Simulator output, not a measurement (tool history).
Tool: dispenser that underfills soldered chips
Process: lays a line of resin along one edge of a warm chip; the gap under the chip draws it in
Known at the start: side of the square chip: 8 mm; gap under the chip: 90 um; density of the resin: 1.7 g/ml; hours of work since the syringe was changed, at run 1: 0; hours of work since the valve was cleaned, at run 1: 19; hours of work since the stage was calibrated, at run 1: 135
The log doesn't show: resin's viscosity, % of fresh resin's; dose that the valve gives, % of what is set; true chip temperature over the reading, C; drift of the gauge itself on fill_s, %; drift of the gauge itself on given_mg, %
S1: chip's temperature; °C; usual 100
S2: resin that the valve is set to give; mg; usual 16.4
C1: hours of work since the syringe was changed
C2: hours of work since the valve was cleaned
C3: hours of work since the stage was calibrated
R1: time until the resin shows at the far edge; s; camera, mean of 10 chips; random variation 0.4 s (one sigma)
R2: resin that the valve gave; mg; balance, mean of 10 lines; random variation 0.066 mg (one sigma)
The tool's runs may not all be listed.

run	hour	S1	S2	C1	C2	C3	R1	R2
1	0	100	16.4	0	19	135	27.9	16.3
2	7.8	100	16.4	5	24	141	42.4	16.19
# hour 9.7: new syringe of resin
3	16.3	91	16.4	5	30	146	54.4	16.23
# hour 19.7: new syringe of resin
4	22.3	91	16.4	2	34	150	43.9	16.24
# hour 29: new syringe of resin
5	32.7	100	15.2	3	41	157	33.9	14.93
# hour 38.2: new syringe of resin
6	44.3	100	14.3	4	49	165	37.9	13.99
# hour 47.6: new syringe of resin
7	54.9	98	14.3	5	56	172	45.2	13.97
# hour 57: new syringe of resin
8	62.5	98	14.3	4	61	177	40.1	14.05
# hour 66.9: new syringe of resin
9	72.9	98	14.3	4	68	184	40.2	13.89
# hour 76.5: new syringe of resin
10	85.1	100	16.4	6	76	193	42.1	15.87
# hour 86.2: new syringe of resin
11	91.7	100	16.4	4	80	197	37.4	15.82
# hour 95.6: new syringe of resin
12	98	100	16.4	2	85	201	32.4	15.86
13	103.9	100	16.4	6	89	205	44.1	15.8
# hour 105.4: new syringe of resin
14	111.5	100	16.4	4	94	210	38.7	15.73
# hour 114.7: new syringe of resin
15	118.9	100	16.4	3	99	215	36	15.79
# hour 124.1: new syringe of resin
16	127.3	100	16.4	2	104	221	34	15.67
# hour 133.6: new syringe of resin
17	138.2	109	15.6	3	112	228	25.8	14.73
# hour 142.9: new syringe of resin
18	143.5	89	18.8	0	115	232	44.2	17.81
# hour 152.4: new syringe of resin
19	154	89	18.8	1	122	239	46.9	17.77
# hour 162: new syringe of resin
20	165.5	89	18.8	2	130	247	53.3	17.71
# hour 171.3: new syringe of resin
21	171.3	100	17.6	0	134	250	28.2	16.56
# hour 181.1: new syringe of resin
22	181.1	100	17.6	0	140	257	29	16.34
23	187.7	91	19.4	5	145	262	55.4	18.18
# hour 190.4: new syringe of resin
# hour 196.1: dispensing valve cleaned and set on the balance
24	198.2	100	16.3	5	2	268	41.3	16.24
# hour 200.7: new syringe of resin
25	208.2	106	19.1	5	8	275	33.4	19.06
# hour 210.9: new syringe of resin
26	217.6	88	20	5	15	281	64.4	19.84
# hour 220.6: new syringe of resin
27	228.8	100	19.6	6	22	289	42.2	19.3
# hour 230.2: new syringe of resin
28	235.7	100	16.4	4	27	293	37.5	16.31
# hour 239.6: new syringe of resin
29	247.1	100	16.4	5	34	301	41	16.14
# hour 249.2: new syringe of resin
# hour 258.7: new syringe of resin
30	258.7	100	16.4	0	42	308	28.5	16.03
31	263.4	102	17.8	3	45	312	33.1	17.51
# hour 268.4: new syringe of resin
32	275.2	92	15.9	5	53	320	55.8	15.54

Measured less the same run without the tool's hidden state. The same run-to-run variation is in both; the gauge's scatter may not be:
run	R1	R2
1	+1.2	-0.12
2	+14.9	-0.16
3	+16.8	-0.21
4	+6.4	-0.24
5	+6.8	-0.27
6	+11.3	-0.3
7	+15.8	-0.35
8	+10.7	-0.38
9	+11.5	-0.42
10	+16	-0.54
11	+10.5	-0.58
12	+5.6	-0.6
13	+17.1	-0.63
14	+12	-0.67
15	+8.8	-0.72
16	+7.3	-0.74
17	+6.6	-0.75
18	+3.1	-0.93
19	+6.7	-0.99
20	+12.3	-1.06
21	+1.7	-1.01
22	+1.9	-1.07
23	+18.7	-1.23
24	+14.3	-0.02
25	+11.8	-0.08
26	+22.2	-0.14
27	+16.1	-0.2
28	+10.7	-0.2
29	+14.8	-0.26
30	+1.4	-0.32
31	+8.4	-0.36
32	+19.8	-0.38

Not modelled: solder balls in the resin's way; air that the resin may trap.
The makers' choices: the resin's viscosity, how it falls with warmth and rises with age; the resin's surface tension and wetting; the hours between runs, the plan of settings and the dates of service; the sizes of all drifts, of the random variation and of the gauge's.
